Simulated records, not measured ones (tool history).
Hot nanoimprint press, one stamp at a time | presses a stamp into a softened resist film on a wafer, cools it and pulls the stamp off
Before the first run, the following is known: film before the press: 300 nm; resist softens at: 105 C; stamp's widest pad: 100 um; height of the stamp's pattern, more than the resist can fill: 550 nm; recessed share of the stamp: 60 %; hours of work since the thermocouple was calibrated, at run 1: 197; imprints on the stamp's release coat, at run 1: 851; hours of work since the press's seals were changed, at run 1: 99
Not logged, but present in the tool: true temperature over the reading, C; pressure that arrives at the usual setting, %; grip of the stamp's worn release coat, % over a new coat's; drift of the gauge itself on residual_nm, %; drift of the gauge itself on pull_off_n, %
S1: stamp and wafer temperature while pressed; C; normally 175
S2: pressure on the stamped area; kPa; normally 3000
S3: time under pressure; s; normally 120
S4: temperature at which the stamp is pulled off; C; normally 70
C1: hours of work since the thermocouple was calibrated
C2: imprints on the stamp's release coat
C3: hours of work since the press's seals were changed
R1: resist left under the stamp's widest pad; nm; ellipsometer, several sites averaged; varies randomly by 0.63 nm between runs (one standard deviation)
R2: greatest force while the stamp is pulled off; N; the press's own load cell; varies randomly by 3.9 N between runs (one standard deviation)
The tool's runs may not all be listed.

| run | day | S1 | S2 | S3 | S4 | C1 | C2 | C3 | R1 | R2 |
|---|---|---|---|---|---|---|---|---|---|---|
| 1 | 0 | 175 | 3000 | 120 | 70 | 197 | 851 | 99 | 169.4 | 189 |
| 2 | 0.346 | 173 | 3000 | 120 | 70 | 202 | 872 | 104 | 178.8 | 191 |
| 3 | 0.712 | 175 | 3000 | 120 | 71 | 208 | 894 | 110 | 168.8 | 185 |
| 4 | 0.979 | 175 | 3000 | 120 | 71 | 211 | 910 | 113 | 169.8 | 186 |
| 5 | 1.358 | 175 | 4560 | 120 | 70 | 217 | 934 | 119 | 143.9 | 187 |
| 6 | 1.692 | 175 | 4560 | 94 | 70 | 221 | 954 | 123 | 158.2 | 195 |
| 7 | 1.988 | 176 | 4190 | 123 | 76 | 226 | 972 | 128 | 143.8 | 165 |
| 8 | 2.325 | 168 | 4710 | 236 | 67 | 230 | 993 | 132 | 135.8 | 204 |
| 9 | 2.525 | 168 | 4710 | 236 | 67 | 233 | 1005 | 135 | 135.6 | 198 |
| 10 | 2.858 | 175 | 1910 | 79 | 77 | 238 | 1025 | 140 | 217.7 | 160 |

4 options for the next run, each taken on its own from the tool as it stands now. Forecast them:
| A | 3.229 | 175 | 3000 | 120 | 64 | 243 | 1048 | 145 | ? | ? |
| B | 3.229 | 173 | 1910 | 107 | 67 | 243 | 1048 | 145 | ? | ? |
| C | 3.229 | 175 | 1910 | 101 | 77 | 243 | 1048 | 145 | ? | ? |
| D | 3.229 | 182 | 3000 | 117 | 58 | 243 | 1048 | 145 | ? | ? |

| run | R1 | R2 |
|---|---|---|
| A | 167.9 | 210 |
| B | 210.5 | 205 |
| C | 204.7 | 162 |
| D | 142 | 242 |
Stripped of hidden state, with their random variation kept, the same runs would have yielded:
| run | R1 | R2 |
|---|---|---|
| A | 169.3 | 208 |
| B | 212.2 | 204 |
| C | 206.4 | 161 |
| D | 143.1 | 241 |

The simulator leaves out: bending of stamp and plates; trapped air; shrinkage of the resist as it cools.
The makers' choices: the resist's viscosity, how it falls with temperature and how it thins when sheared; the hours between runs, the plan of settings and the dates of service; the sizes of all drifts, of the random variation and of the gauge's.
